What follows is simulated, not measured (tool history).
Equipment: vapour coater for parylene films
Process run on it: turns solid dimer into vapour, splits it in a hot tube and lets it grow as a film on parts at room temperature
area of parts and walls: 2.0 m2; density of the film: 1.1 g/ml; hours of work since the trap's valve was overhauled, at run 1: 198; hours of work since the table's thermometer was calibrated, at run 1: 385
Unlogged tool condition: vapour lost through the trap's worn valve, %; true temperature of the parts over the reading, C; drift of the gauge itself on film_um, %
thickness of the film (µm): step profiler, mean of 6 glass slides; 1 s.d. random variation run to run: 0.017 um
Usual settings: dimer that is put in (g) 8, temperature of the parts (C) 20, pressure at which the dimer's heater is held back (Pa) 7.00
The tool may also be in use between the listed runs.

run	hour	dimer that is put in (g)	temperature of the parts (C)	pressure at which the dimer's heater is held back (Pa)	hours of work since the trap's valve was overhauled	hours of work since the table's thermometer was calibrated	thickness of the film (µm)
1	0.0	8	20	7.00	198	385	2.00
# hour 17.9: trap's valve overhauled
2	40.0	8	20	7.00	12	404	2.30
3	85.2	8	20	7.00	37	429	2.30
4	112.3	8	20	3.54	51	444	2.60
5	151.8	8	20	3.54	73	465	2.50
6	183.0	8	20	7.00	90	482	2.20
7	225.1	8	20	7.00	113	505	2.14
8	270.0	8	25	7.00	137	529	1.83
9	315.8	8	25	7.00	162	554	1.81
10	361.9	8	25	7.00	187	579	1.77
# hour 399.6: trap's valve overhauled
11	409.4	8	25	7.00	5	603	1.99
12	436.1	8	25	7.00	20	617	1.99
13	462.1	8	25	7.00	34	632	1.97
# hour 465.5: table's thermometer calibrated
14	493.9	8	25	7.00	51	15	1.92
15	540.6	8	25	7.00	76	41	1.88
16	571.7	8	25	7.00	93	58	1.87
17	598.9	10	28	2.49	108	73	2.55
# hour 627.1: table's thermometer calibrated, once more
18	642.7	7	28	2.49	131	9	1.80
19	682.2	6	14	11.80	153	30	1.72
20	725.4	8	28	10.35	176	53	1.49
21	754.8	8	28	10.35	192	69	1.47
# hour 781.5: trap's valve overhauled
22	789.4	8	28	6.08	4	86	1.88
23	826.3	8	28	6.08	24	106	1.84
24	863.4	11	19	6.08	45	126	3.32
25	886.0	11	19	6.08	57	139	3.29
26	922.3	8	14	4.88	77	158	2.90
27	965.5	4	16	4.88	100	182	1.34
28	1011.9	4	16	4.88	125	207	1.29
29	1042.7	12	24	8.54	142	224	2.72
30	1077.7	12	24	8.54	161	243	2.69
31	1101.2	9	21	4.09	174	256	2.52

Here are 3 independent what-if runs from the current tool condition. What would each one return?
A	1143.2	9	21	3.63	197	279	?
B	1143.2	12	13	4.22	197	279	?
C	1143.2	7	31	10.21	197	279	?

run	thickness of the film (µm)
A	2.49
B	4.20
C	1.19
Had the tool no hidden state, the same runs would have come out as:
run	thickness of the film (µm)
A	2.88
B	4.86
C	1.38

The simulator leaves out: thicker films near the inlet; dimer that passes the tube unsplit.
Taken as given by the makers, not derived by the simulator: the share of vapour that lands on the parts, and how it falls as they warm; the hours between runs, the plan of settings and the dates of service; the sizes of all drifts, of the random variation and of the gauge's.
